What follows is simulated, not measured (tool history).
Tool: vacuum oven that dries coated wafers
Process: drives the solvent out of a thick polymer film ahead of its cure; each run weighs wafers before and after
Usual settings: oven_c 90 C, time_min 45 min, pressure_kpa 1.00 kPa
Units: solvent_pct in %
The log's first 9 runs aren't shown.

run   hour  oven_c  time_min  pressure_kpa  solvent_pct
 10  127.6      90        45          1.69         1.30
 11  140.7      90        45          1.69         1.15
 12  155.5      90        45          1.69         1.32
 13  170.0      90        45          1.69         1.30
 14  181.3      90        45          0.69         0.91
 15  191.0      90        45          0.69         0.89
 16  207.5      90        45          1.00         1.12
 17  225.7      90        74          1.00         0.54
     231.6  -- oven's thermocouples calibrated
 18  237.8      90        74          1.00         0.43
 19  248.4      90        45          1.00         0.99
 20  266.6     103        74          0.77         0.14
 21  274.2     103        74          0.77         0.19

Forecast run 22:
 22  292.3     103        74          0.77            ?

solvent_pct: 0.09 %
Without the tool's hidden state the same run would have given solvent_pct 0.09 %.
